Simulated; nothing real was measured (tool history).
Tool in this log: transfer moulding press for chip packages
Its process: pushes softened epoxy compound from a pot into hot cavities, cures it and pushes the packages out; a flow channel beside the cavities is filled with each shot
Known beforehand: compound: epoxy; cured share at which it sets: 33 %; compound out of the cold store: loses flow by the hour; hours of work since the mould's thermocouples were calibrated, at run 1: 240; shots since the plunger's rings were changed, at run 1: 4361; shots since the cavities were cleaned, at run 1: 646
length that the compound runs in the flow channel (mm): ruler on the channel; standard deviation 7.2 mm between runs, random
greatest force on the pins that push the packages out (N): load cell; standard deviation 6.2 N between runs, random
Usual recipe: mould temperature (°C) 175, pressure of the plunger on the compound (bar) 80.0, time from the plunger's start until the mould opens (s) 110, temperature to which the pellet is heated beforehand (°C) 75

run,hour,mould temperature (°C),pressure of the plunger on the compound (bar),time from the plunger's start until the mould opens (s),temperature to which the pellet is heated beforehand (°C),hours of work since the mould's thermocouples were calibrated,shots since the plunger's rings were changed,shots since the cavities were cleaned,incoming compound's hours out of the cold store,length that the compound runs in the flow channel (mm),greatest force on the pins that push the packages out (N)
1,0.0,175,80.0,110,75,240,4361,646,37.5,690,372
2,11.6,172,80.0,110,75,246,4461,746,19.4,741,421
# hour 24.0: cavities cleaned with cleaning compound and waxed
3,24.9,175,80.0,110,81,252,4563,8,14.2,761,259
# hour 40.0: plunger's sealing rings changed
4,42.0,175,80.0,110,81,259,17,135,43.4,730,272
5,55.9,175,80.0,110,81,266,137,255,8.9,851,303
6,69.5,175,80.0,110,81,273,255,373,16.5,809,329
7,85.6,175,80.0,110,75,281,394,512,28.7,770,346
8,92.3,175,80.0,110,75,284,451,569,14.4,815,372
9,100.7,175,80.0,135,75,289,524,642,37.0,749,327
10,110.8,169,80.0,110,75,294,612,730,24.4,799,511
11,119.0,169,80.0,110,75,298,683,801,16.9,830,509
# hour 124.7: cavities cleaned with cleaning compound and waxed
12,127.5,175,80.0,110,84,301,743,24,12.3,831,240
13,137.1,175,80.0,110,84,306,826,107,27.9,773,266
14,152.9,175,80.0,110,82,314,963,244,47.8,715,297
15,164.1,175,80.0,110,75,320,1060,341,18.2,796,318
# hour 167.6: mould's thermocouples calibrated
16,173.5,175,62.3,147,75,3,1123,404,20.7,693,281
17,188.9,175,62.3,147,75,11,1257,538,39.2,651,298
18,200.5,175,80.0,122,69,16,1358,639,29.6,758,339
19,210.9,175,80.0,122,69,22,1447,728,19.7,794,337
# hour 225.0: cavities cleaned with cleaning compound and waxed
20,225.0,169,80.0,126,83,28,1556,0,40.0,735,247
# hour 229.1: mould's thermocouples calibrated, once more
21,237.6,169,80.0,126,83,4,1648,92,13.0,834,270
22,245.7,169,80.0,126,83,8,1718,162,39.1,724,290
23,260.4,169,80.0,126,83,16,1845,289,21.9,781,329
24,271.2,175,85.8,110,81,21,1938,382,12.6,841,340
25,284.1,175,85.8,141,70,27,2050,494,26.3,784,304
26,292.4,175,85.8,141,70,32,2122,566,30.9,761,309
27,302.4,168,88.1,116,66,37,2208,652,17.2,833,506
28,313.6,168,88.1,116,66,42,2305,749,20.4,816,496
# hour 326.0: cavities cleaned with cleaning compound and waxed
29,326.6,168,88.1,116,66,48,2405,6,43.7,751,299

How the hidden state differs across the entries between the runs, from the last listed run before each to the first after it:
Run 2 -> run 3: cavities cleaned with cleaning compound and waxed (hour 24.0)
  true mould temperature over the reading, C: -0.13 -> -0.12; pressure that reaches the compound, % of what is set: 82.92 -> 82.55; grip of the stained cavities, % over clean ones': 56.6 -> 3.4
  measured less the result without the state, length that the compound runs in the flow channel (mm): -73 -> -76; greatest force on the pins that push the packages out (N): +153 -> +9
Run 3 -> run 4: plunger's sealing rings changed (hour 40.0)
  pressure that reaches the compound, % of what is set: 82.55 -> 99.78; grip of the stained cavities, % over clean ones': 3.4 -> 20
  measured less the result without the state, length that the compound runs in the flow channel (mm): -76 -> -1; greatest force on the pins that push the packages out (N): +9 -> +47
Run 11 -> run 12: cavities cleaned with cleaning compound and waxed (hour 124.7)
  pressure that reaches the compound, % of what is set: 97.42 -> 97.22; grip of the stained cavities, % over clean ones': 57.4 -> 5.5
  measured less the result without the state, length that the compound runs in the flow channel (mm): -11 -> -12; greatest force on the pins that push the packages out (N): +189 -> +14
Run 15 -> run 16: mould's thermocouples calibrated (hour 167.6)
  true mould temperature over the reading, C: -0.05 -> -0.06; pressure that reaches the compound, % of what is set: 96.07 -> 95.83; grip of the stained cavities, % over clean ones': 37.6 -> 41.7
  measured less the result without the state, length that the compound runs in the flow channel (mm): -16 -> -15; greatest force on the pins that push the packages out (N): +88 -> +83
Run 19 -> run 20: cavities cleaned with cleaning compound and waxed (hour 225.0)
  true mould temperature over the reading, C: -0.04 -> -0.03; pressure that reaches the compound, % of what is set: 94.7 -> 94.31; grip of the stained cavities, % over clean ones': 55.8 -> 0.8
  measured less the result without the state, length that the compound runs in the flow channel (mm): -22 -> -22; greatest force on the pins that push the packages out (N): +119 -> +2
Run 20 -> run 21: mould's thermocouples calibrated, once more (hour 229.1)
  true mould temperature over the reading, C: -0.03 -> 0.17; pressure that reaches the compound, % of what is set: 94.31 -> 93.99; grip of the stained cavities, % over clean ones': 0.8 -> 13.2
  measured less the result without the state, length that the compound runs in the flow channel (mm): -22 -> -26; greatest force on the pins that push the packages out (N): +2 -> +30
Run 28 -> run 29: cavities cleaned with cleaning compound and waxed (hour 326.0)
  pressure that reaches the compound, % of what is set: 91.61 -> 91.2; grip of the stained cavities, % over clean ones': 56.5 -> 4.5
  measured less the result without the state, length that the compound runs in the flow channel (mm): -37 -> -35; greatest force on the pins that push the packages out (N): +174 -> +9
